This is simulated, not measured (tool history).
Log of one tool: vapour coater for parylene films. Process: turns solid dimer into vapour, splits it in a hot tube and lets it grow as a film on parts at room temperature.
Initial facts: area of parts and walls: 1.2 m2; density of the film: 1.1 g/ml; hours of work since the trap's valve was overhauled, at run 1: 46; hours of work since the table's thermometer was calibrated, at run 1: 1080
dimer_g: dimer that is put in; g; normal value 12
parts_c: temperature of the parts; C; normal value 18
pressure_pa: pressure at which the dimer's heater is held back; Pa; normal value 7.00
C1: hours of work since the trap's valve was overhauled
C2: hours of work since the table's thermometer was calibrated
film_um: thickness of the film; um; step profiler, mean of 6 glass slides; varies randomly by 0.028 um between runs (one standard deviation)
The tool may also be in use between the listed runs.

Run 1, hour 0.0: usual settings; C1 46; C2 1080. Result: film_um 5.35 um.
Run 2, hour 22.1: usual settings; C1 57; C2 1092. Result: film_um 5.34 um.
Run 3, hour 58.0: usual settings; C1 77; C2 1111. Result: film_um 5.35 um.
Run 4, hour 87.4: usual settings; C1 93; C2 1127. Result: film_um 5.38 um.
Run 5, hour 117.6: usual settings; C1 109; C2 1143. Result: film_um 5.36 um.
Run 6, hour 141.3: usual settings; C1 122; C2 1156. Result: film_um 5.34 um.
Run 7, hour 170.2: usual settings but parts_c 20 C; C1 137; C2 1172. Result: film_um 4.93 um.
Run 8, hour 205.9: usual settings but parts_c 20 C, pressure_pa 4.83 Pa; C1 157; C2 1191. Result: film_um 5.35 um.
Run 9, hour 253.1: usual settings but pressure_pa 3.22 Pa; C1 182; C2 1216. Result: film_um 6.31 um.
Run 10, hour 281.4: usual settings but dimer_g 21 g; C1 197; C2 1232. Result: film_um 9.38 um.
Run 11, hour 326.2: usual settings; C1 221; C2 1256. Result: film_um 5.34 um.
Run 12, hour 356.6: usual settings; C1 238; C2 1272. Result: film_um 5.31 um.
Run 13, hour 397.3: usual settings; C1 260; C2 1294. Result: film_um 5.35 um.
Run 14, hour 446.1: usual settings but pressure_pa 6.40 Pa; C1 286; C2 1320. Result: film_um 5.44 um.
Run 15, hour 475.1: usual settings; C1 302; C2 1336. Result: film_um 5.36 um.
Run 16, hour 519.6: usual settings; C1 326; C2 1360. Result: film_um 5.38 um.
At hour 554.7: trap's valve overhauled.
Run 17, hour 555.8: usual settings but parts_c 11 C; C1 1; C2 1377. Result: film_um 6.95 um.
Run 18, hour 581.3: usual settings but parts_c 26 C; C1 14; C2 1391. Result: film_um 3.93 um.
Run 19, hour 612.3: usual settings but parts_c 26 C; C1 31; C2 1408. Result: film_um 3.92 um.
Run 20, hour 639.8: usual settings but parts_c 26 C, pressure_pa 3.28 Pa; C1 46; C2 1422. Result: film_um 4.70 um.
Run 21, hour 681.3: usual settings but dimer_g 9 g, parts_c 26 C, pressure_pa 3.28 Pa; C1 68; C2 1445. Result: film_um 3.53 um.
Run 22, hour 710.4: usual settings but dimer_g 9 g, parts_c 26 C, pressure_pa 3.28 Pa; C1 84; C2 1461. Result: film_um 3.51 um.
Run 23, hour 747.4: usual settings but parts_c 24 C; C1 104; C2 1480. Result: film_um 4.25 um.
Run 24, hour 780.5: usual settings but parts_c 24 C; C1 122; C2 1498. Result: film_um 4.30 um.
Run 25, hour 807.4: usual settings but parts_c 24 C; C1 136; C2 1513. Result: film_um 4.29 um.
Run 26, hour 838.7: usual settings but parts_c 24 C; C1 153; C2 1530. Result: film_um 4.25 um.
Run 27, hour 873.6: usual settings but parts_c 19 C, pressure_pa 6.66 Pa; C1 172; C2 1548. Result: film_um 5.21 um.
Run 28, hour 904.0: usual settings but parts_c 16 C, pressure_pa 3.65 Pa; C1 188; C2 1565. Result: film_um 6.65 um.
Run 29, hour 938.6: usual settings but dimer_g 6 g, pressure_pa 3.08 Pa; C1 207; C2 1583. Result: film_um 3.18 um.
Run 30, hour 990.1: usual settings but dimer_g 6 g, pressure_pa 3.08 Pa; C1 235; C2 1611. Result: film_um 3.19 um.
Run 31, hour 1018.5: usual settings but dimer_g 9 g, parts_c 22 C, pressure_pa 7.57 Pa; C1 250; C2 1627. Result: film_um 3.43 um.
Run 32, hour 1065.2: usual settings but dimer_g 9 g, parts_c 12 C, pressure_pa 4.74 Pa; C1 275; C2 1652. Result: film_um 5.43 um.
Run 33, hour 1089.6: usual settings but dimer_g 9 g, parts_c 19 C, pressure_pa 2.58 Pa; C1 288; C2 1665. Result: film_um 4.77 um.
Run 34, hour 1128.8: usual settings but dimer_g 9 g, parts_c 19 C, pressure_pa 2.58 Pa; C1 309; C2 1686. Result: film_um 4.78 um.
Run 35, hour 1164.4: usual settings but dimer_g 9 g, parts_c 12 C, pressure_pa 10.21 Pa; C1 328; C2 1705. Result: film_um 4.61 um.
At hour 1197.3: trap's valve overhauled.
Run 36, hour 1212.9: usual settings but dimer_g 9 g, parts_c 12 C, pressure_pa 10.21 Pa; C1 8; C2 1729. Result: film_um 4.61 um.
Run 37, hour 1239.5: usual settings but dimer_g 9 g, parts_c 12 C, pressure_pa 10.21 Pa; C1 23; C2 1743. Result: film_um 4.60 um.
Run 38, hour 1270.4: usual settings but dimer_g 9 g, parts_c 12 C, pressure_pa 10.21 Pa; C1 39; C2 1760. Result: film_um 4.59 um.
Run 39, hour 1321.3: usual settings but dimer_g 9 g, parts_c 12 C, pressure_pa 10.21 Pa; C1 67; C2 1787. Result: film_um 4.61 um.
Run 40, hour 1347.1: usual settings but dimer_g 19 g, parts_c 27 C, pressure_pa 5.30 Pa; C1 81; C2 1801. Result: film_um 6.44 um.
Run 41, hour 1373.5: usual settings but dimer_g 13 g, parts_c 14 C, pressure_pa 3.48 Pa; C1 95; C2 1816. Result: film_um 7.77 um.
Run 42, hour 1415.9: usual settings but dimer_g 7 g, parts_c 15 C, pressure_pa 3.82 Pa; C1 118; C2 1838. Result: film_um 3.97 um.
Run 43, hour 1439.1: usual settings but parts_c 12 C; C1 130; C2 1851. Result: film_um 6.70 um.
Run 44, hour 1476.3: usual settings but parts_c 12 C; C1 150; C2 1871. Result: film_um 6.70 um.
Run 45, hour 1506.8: usual settings but parts_c 12 C; C1 167; C2 1887. Result: film_um 6.65 um.
Run 46, hour 1552.7: usual settings but dimer_g 11 g; C1 191; C2 1912. Result: film_um 4.93 um.
Run 47, hour 1576.1: usual settings but dimer_g 11 g, parts_c 17 C, pressure_pa 8.84 Pa; C1 204; C2 1925. Result: film_um 4.78 um.

How the hidden state differs across the entries between the runs, from the last listed run before each to the first after it:
In the gap between runs 16 and 17: trap's valve overhauled (hour 554.7)
  vapour lost through the trap's worn valve, %: 0.2 -> 0
In the gap between runs 35 and 36: trap's valve overhauled (hour 1197.3)
  vapour lost through the trap's worn valve, %: 0.2 -> 0
